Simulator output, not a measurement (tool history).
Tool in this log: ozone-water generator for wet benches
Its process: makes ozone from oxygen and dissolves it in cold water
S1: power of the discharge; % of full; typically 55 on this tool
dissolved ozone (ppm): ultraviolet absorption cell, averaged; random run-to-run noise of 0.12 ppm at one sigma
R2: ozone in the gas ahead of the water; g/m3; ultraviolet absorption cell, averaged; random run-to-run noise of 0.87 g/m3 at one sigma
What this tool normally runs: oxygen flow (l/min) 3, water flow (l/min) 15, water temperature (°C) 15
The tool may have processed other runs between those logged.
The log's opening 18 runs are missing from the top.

Run 19, hour 870.6: usual settings but oxygen flow (l/min) 2.6. Result: dissolved ozone (ppm) 10.6, R2 155 g/m3.
At hour 883.9: contactor cleaned, once more.
Run 20, hour 921.6: usual settings but oxygen flow (l/min) 2.6. Result: dissolved ozone (ppm) 11, R2 153.8 g/m3.
Run 21, hour 952.2: usual settings but oxygen flow (l/min) 2.54, water flow (l/min) 10, water temperature (°C) 9. Result: dissolved ozone (ppm) 16.6, R2 157.1 g/m3.
Run 22, hour 982.3: usual settings but S1 47 % of full. Result: dissolved ozone (ppm) 10, R2 126.5 g/m3.
Run 23, hour 1015.7: usual settings but S1 42 % of full, water flow (l/min) 20. Result: dissolved ozone (ppm) 7, R2 120.1 g/m3.
Run 24, hour 1070.8: usual settings but S1 42 % of full, oxygen flow (l/min) 4.01, water flow (l/min) 20, water temperature (°C) 12. Result: dissolved ozone (ppm) 7.4, R2 98.2 g/m3.
Run 25, hour 1136.9: usual settings but S1 68 % of full, oxygen flow (l/min) 2.36, water flow (l/min) 16, water temperature (°C) 21. Result: dissolved ozone (ppm) 10.8, R2 185.6 g/m3.
Run 26, hour 1171.5: usual settings but S1 68 % of full, oxygen flow (l/min) 2.36, water flow (l/min) 23, water temperature (°C) 20. Result: dissolved ozone (ppm) 7.9, R2 187.5 g/m3.
Run 27, hour 1236.6: usual settings but S1 68 % of full, oxygen flow (l/min) 2.36, water flow (l/min) 9, water temperature (°C) 20. Result: dissolved ozone (ppm) 17.6, R2 187.1 g/m3.
Run 28, hour 1308.7: usual settings but S1 68 % of full, oxygen flow (l/min) 2.36, water flow (l/min) 9, water temperature (°C) 20. Result: dissolved ozone (ppm) 17.7, R2 186 g/m3.
Run 29, hour 1350.3: usual settings but S1 68 % of full, oxygen flow (l/min) 2.36, water flow (l/min) 13, water temperature (°C) 11. Result: dissolved ozone (ppm) 14.6, R2 186.1 g/m3.
Run 30, hour 1405.1: usual settings but S1 68 % of full, oxygen flow (l/min) 2.36, water flow (l/min) 9, water temperature (°C) 9. Result: dissolved ozone (ppm) 20.3, R2 187.4 g/m3.
Run 31, hour 1468.8: usual settings but S1 68 % of full, oxygen flow (l/min) 2.36, water flow (l/min) 9, water temperature (°C) 9. Result: dissolved ozone (ppm) 20.1, R2 186 g/m3.
Run 32, hour 1516.6: usual settings but S1 42 % of full, oxygen flow (l/min) 3.36. Result: dissolved ozone (ppm) 9.1, R2 109.1 g/m3.
Run 33, hour 1570.8: usual settings but S1 42 % of full, oxygen flow (l/min) 3.36. Result: dissolved ozone (ppm) 9.1, R2 111.5 g/m3.

Alternative continuations, all from the tool just after run 33; predict every row:
Run A, hour 1619: usual settings but oxygen flow (l/min) 1.76, water flow (l/min) 10. Result: dissolved ozone (ppm) ?, R2 ?.
Run B, hour 1619: usual settings but S1 57 % of full, oxygen flow (l/min) 3.36, water flow (l/min) 18. Result: dissolved ozone (ppm) ?, R2 ?.
Run C, hour 1619: usual settings but S1 50 % of full, oxygen flow (l/min) 1.86. Result: dissolved ozone (ppm) ?, R2 ?.

run  dissolved ozone (ppm)     R2
  A                   15.2  198.7
  B                    9.5    134
  C                   10.2    182
Without the tool's hidden state the same runs would have given:
run  dissolved ozone (ppm)     R2
  A                   15.9  204.4
  B                    9.9  137.9
  C                   10.6  186.9

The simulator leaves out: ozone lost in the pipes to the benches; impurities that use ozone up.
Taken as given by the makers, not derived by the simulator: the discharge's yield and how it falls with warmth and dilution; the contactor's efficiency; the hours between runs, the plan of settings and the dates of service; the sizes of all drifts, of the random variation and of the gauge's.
